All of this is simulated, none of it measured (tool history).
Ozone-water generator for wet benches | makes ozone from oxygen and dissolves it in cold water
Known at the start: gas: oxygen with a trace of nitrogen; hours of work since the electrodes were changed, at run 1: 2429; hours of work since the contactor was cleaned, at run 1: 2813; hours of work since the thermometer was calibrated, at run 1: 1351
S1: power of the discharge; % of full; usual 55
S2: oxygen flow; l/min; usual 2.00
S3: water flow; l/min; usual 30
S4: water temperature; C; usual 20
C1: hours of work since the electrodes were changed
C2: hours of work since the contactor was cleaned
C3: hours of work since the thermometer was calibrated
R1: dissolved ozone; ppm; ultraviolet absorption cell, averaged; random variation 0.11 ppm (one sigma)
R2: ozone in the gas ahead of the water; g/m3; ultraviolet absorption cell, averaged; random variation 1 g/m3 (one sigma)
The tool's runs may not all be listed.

{"run": 1, "hour": 0.0, "S1": 55, "S2": 2.0, "S3": 30, "S4": 20, "C1": 2429, "C2": 2813, "C3": 1351, "R1": 8.1, "R2": 172.4}
{"run": 2, "hour": 114.7, "S1": 55, "S2": 2.0, "S3": 30, "S4": 20, "C1": 2542, "C2": 2926, "C3": 1465, "R1": 8.1, "R2": 172.6}
{"run": 3, "hour": 252.4, "S1": 55, "S2": 2.0, "S3": 30, "S4": 20, "C1": 2678, "C2": 3062, "C3": 1601, "R1": 8.0, "R2": 172.2}
{"run": 4, "hour": 346.7, "S1": 55, "S2": 2.0, "S3": 30, "S4": 20, "C1": 2771, "C2": 3155, "C3": 1694, "R1": 8.0, "R2": 171.9}
{"run": 5, "hour": 483.4, "S1": 55, "S2": 2.0, "S3": 30, "S4": 20, "C1": 2906, "C2": 3290, "C3": 1829, "R1": 8.0, "R2": 171.0}
{"run": 6, "hour": 629.1, "S1": 55, "S2": 2.0, "S3": 30, "S4": 20, "C1": 3050, "C2": 3434, "C3": 1973, "R1": 8.0, "R2": 168.9}
{"run": 7, "hour": 705.7, "S1": 55, "S2": 2.0, "S3": 30, "S4": 20, "C1": 3126, "C2": 3510, "C3": 2049, "R1": 7.9, "R2": 169.3}
{"hour": 812.1, "done": "contactor cleaned"}
{"run": 8, "hour": 859.2, "S1": 55, "S2": 2.22, "S3": 30, "S4": 20, "C1": 3274, "C2": 47, "C3": 2196, "R1": 8.3, "R2": 162.4}
{"run": 9, "hour": 937.3, "S1": 55, "S2": 2.22, "S3": 30, "S4": 20, "C1": 3351, "C2": 124, "C3": 2274, "R1": 8.4, "R2": 161.6}
{"run": 10, "hour": 1078.5, "S1": 55, "S2": 2.22, "S3": 30, "S4": 20, "C1": 3491, "C2": 263, "C3": 2413, "R1": 8.2, "R2": 162.0}
{"run": 11, "hour": 1197.9, "S1": 55, "S2": 2.0, "S3": 21, "S4": 20, "C1": 3609, "C2": 381, "C3": 2531, "R1": 11.4, "R2": 170.5}
{"run": 12, "hour": 1274.7, "S1": 55, "S2": 2.0, "S3": 21, "S4": 20, "C1": 3684, "C2": 457, "C3": 2607, "R1": 11.3, "R2": 168.3}
{"run": 13, "hour": 1422.4, "S1": 55, "S2": 2.0, "S3": 21, "S4": 20, "C1": 3830, "C2": 603, "C3": 2753, "R1": 11.4, "R2": 168.7}
{"run": 14, "hour": 1488.8, "S1": 55, "S2": 3.17, "S3": 21, "S4": 20, "C1": 3896, "C2": 669, "C3": 2818, "R1": 13.0, "R2": 138.3}
{"run": 15, "hour": 1576.7, "S1": 55, "S2": 3.17, "S3": 21, "S4": 20, "C1": 3983, "C2": 756, "C3": 2905, "R1": 12.7, "R2": 140.3}
{"run": 16, "hour": 1667.2, "S1": 55, "S2": 3.17, "S3": 39, "S4": 20, "C1": 4072, "C2": 845, "C3": 2995, "R1": 7.4, "R2": 138.0}
{"hour": 1793.0, "done": "gauge calibrated"}
{"run": 17, "hour": 1793.0, "S1": 55, "S2": 1.12, "S3": 22, "S4": 13, "C1": 4196, "C2": 969, "C3": 3119, "R1": 9.0, "R2": 219.2}
{"run": 18, "hour": 1889.3, "S1": 48, "S2": 3.1, "S3": 28, "S4": 13, "C1": 4292, "C2": 1064, "C3": 3214, "R1": 9.5, "R2": 127.2}
{"run": 19, "hour": 1987.0, "S1": 55, "S2": 1.86, "S3": 30, "S4": 20, "C1": 4388, "C2": 1161, "C3": 3311, "R1": 7.9, "R2": 176.6}
{"run": 20, "hour": 2079.2, "S1": 59, "S2": 1.86, "S3": 30, "S4": 20, "C1": 4479, "C2": 1252, "C3": 3402, "R1": 8.3, "R2": 188.9}
{"run": 21, "hour": 2178.1, "S1": 59, "S2": 1.86, "S3": 30, "S4": 20, "C1": 4577, "C2": 1350, "C3": 3500, "R1": 8.3, "R2": 186.4}
{"run": 22, "hour": 2305.3, "S1": 59, "S2": 1.86, "S3": 30, "S4": 20, "C1": 4703, "C2": 1476, "C3": 3625, "R1": 8.3, "R2": 187.0}
{"run": 23, "hour": 2442.6, "S1": 56, "S2": 1.17, "S3": 38, "S4": 18, "C1": 4838, "C2": 1611, "C3": 3761, "R1": 5.1, "R2": 215.6}
{"run": 24, "hour": 2576.8, "S1": 56, "S2": 1.17, "S3": 38, "S4": 18, "C1": 4971, "C2": 1744, "C3": 3894, "R1": 5.0, "R2": 216.4}
{"run": 25, "hour": 2725.2, "S1": 45, "S2": 1.11, "S3": 20, "S4": 19, "C1": 5118, "C2": 1890, "C3": 4040, "R1": 8.1, "R2": 185.3}
{"run": 26, "hour": 2811.9, "S1": 74, "S2": 1.96, "S3": 45, "S4": 16, "C1": 5203, "C2": 1976, "C3": 4126, "R1": 6.9, "R2": 217.0}
{"run": 27, "hour": 2936.9, "S1": 74, "S2": 1.96, "S3": 45, "S4": 16, "C1": 5327, "C2": 2100, "C3": 4249, "R1": 6.6, "R2": 216.8}
{"hour": 3050.1, "done": "water thermometer calibrated"}
{"run": 28, "hour": 3089.4, "S1": 74, "S2": 1.96, "S3": 45, "S4": 16, "C1": 5477, "C2": 2250, "C3": 39, "R1": 6.8, "R2": 215.6}
{"run": 29, "hour": 3244.7, "S1": 74, "S2": 2.27, "S3": 31, "S4": 16, "C1": 5630, "C2": 2403, "C3": 192, "R1": 10.5, "R2": 202.2}
{"run": 30, "hour": 3398.5, "S1": 60, "S2": 2.27, "S3": 31, "S4": 21, "C1": 5782, "C2": 2555, "C3": 344, "R1": 8.6, "R2": 170.8}
{"run": 31, "hour": 3470.3, "S1": 54, "S2": 2.0, "S3": 38, "S4": 20, "C1": 5853, "C2": 2626, "C3": 415, "R1": 6.1, "R2": 164.8}
{"run": 32, "hour": 3568.0, "S1": 54, "S2": 2.0, "S3": 38, "S4": 20, "C1": 5950, "C2": 2723, "C3": 512, "R1": 6.3, "R2": 166.1}

Forecast each of these 4 alternatives for the next run:
{"run": "A", "hour": 3646.0, "S1": 45, "S2": 2.0, "S3": 38, "S4": 14, "C1": 6027, "C2": 2800, "C3": 589, "R1": "?", "R2": "?"}
{"run": "B", "hour": 3646.0, "S1": 95, "S2": 2.0, "S3": 24, "S4": 19, "C1": 6027, "C2": 2800, "C3": 589, "R1": "?", "R2": "?"}
{"run": "C", "hour": 3646.0, "S1": 40, "S2": 2.0, "S3": 38, "S4": 20, "C1": 6027, "C2": 2800, "C3": 589, "R1": "?", "R2": "?"}
{"run": "D", "hour": 3646.0, "S1": 65, "S2": 2.0, "S3": 30, "S4": 20, "C1": 6027, "C2": 2800, "C3": 589, "R1": "?", "R2": "?"}

run=A R1=5.6 R2=140.8
run=B R1=15.5 R2=257.3
run=C R1=5.0 R2=129.5
run=D R1=9.3 R2=192.3
Without the tool's hidden state the same runs would have given:
run=A R1=5.6 R2=145.5
run=B R1=15.6 R2=266.2
run=C R1=5.0 R2=133.8
run=D R1=9.3 R2=198.8
